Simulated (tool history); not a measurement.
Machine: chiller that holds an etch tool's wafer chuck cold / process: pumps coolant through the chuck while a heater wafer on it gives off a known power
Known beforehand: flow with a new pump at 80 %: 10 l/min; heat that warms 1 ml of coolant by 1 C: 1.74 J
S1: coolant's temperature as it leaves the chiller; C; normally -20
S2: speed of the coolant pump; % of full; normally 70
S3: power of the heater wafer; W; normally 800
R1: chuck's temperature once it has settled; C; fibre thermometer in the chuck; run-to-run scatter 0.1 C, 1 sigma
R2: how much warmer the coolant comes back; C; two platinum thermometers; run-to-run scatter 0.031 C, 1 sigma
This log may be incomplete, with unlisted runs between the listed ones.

Run 1, hour 0.0: usual settings. Result: R1 -11.4 C, R2 3.19 C.
Run 2, hour 115.3: usual settings. Result: R1 -11.4 C, R2 3.21 C.
Run 3, hour 234.7: usual settings. Result: R1 -11.3 C, R2 3.21 C.
At hour 285.3: chiller's thermometer calibrated.
Run 4, hour 328.9: usual settings. Result: R1 -11.4 C, R2 3.25 C.
Run 5, hour 408.9: usual settings but S1 -21 C. Result: R1 -12.1 C, R2 3.23 C.
Run 6, hour 516.1: usual settings. Result: R1 -11.3 C, R2 3.20 C.
Run 7, hour 568.2: usual settings. Result: R1 -11.4 C, R2 3.30 C.
Run 8, hour 668.0: usual settings but S1 -13 C, S2 67 % of full, S3 405 W. Result: R1 -8.5 C, R2 1.79 C.
Run 9, hour 776.5: usual settings but S1 -23 C, S2 99 % of full, S3 909 W. Result: R1 -15.6 C, R2 2.60 C.
Run 10, hour 848.4: usual settings but S1 -23 C, S2 99 % of full, S3 909 W. Result: R1 -15.6 C, R2 2.54 C.
Run 11, hour 903.8: usual settings but S1 -23 C, S2 99 % of full, S3 909 W. Result: R1 -15.7 C, R2 2.55 C.
Run 12, hour 985.6: usual settings but S1 -23 C, S2 99 % of full, S3 909 W. Result: R1 -15.4 C, R2 2.51 C.
Run 13, hour 1103.6: usual settings but S3 795 W. Result: R1 -11.2 C, R2 3.29 C.
Run 14, hour 1215.6: usual settings but S2 86 % of full, S3 795 W. Result: R1 -12.5 C, R2 2.56 C.

Forecast each of these 4 alternatives for the next run:
Run A, hour 1320.5: usual settings but S2 77 % of full. Result: R1 ?, R2 ?.
Run B, hour 1320.5: usual settings but S1 -21 C, S2 86 % of full, S3 464 W. Result: R1 ?, R2 ?.
Run C, hour 1320.5: usual settings but S1 -16 C, S2 90 % of full, S3 832 W. Result: R1 ?, R2 ?.
Run D, hour 1320.5: usual settings but S1 -26 C, S2 72 % of full, S3 506 W. Result: R1 ?, R2 ?.

run     R1    R2
  A  -12.0  2.95
  B  -16.7  1.50
  C   -8.5  2.60
  D  -20.5  2.00
Had the tool no hidden state, the same runs would have come out as:
run     R1    R2
  A  -13.1  2.88
  B  -17.2  1.46
  C   -9.5  2.53
  D  -21.2  1.94
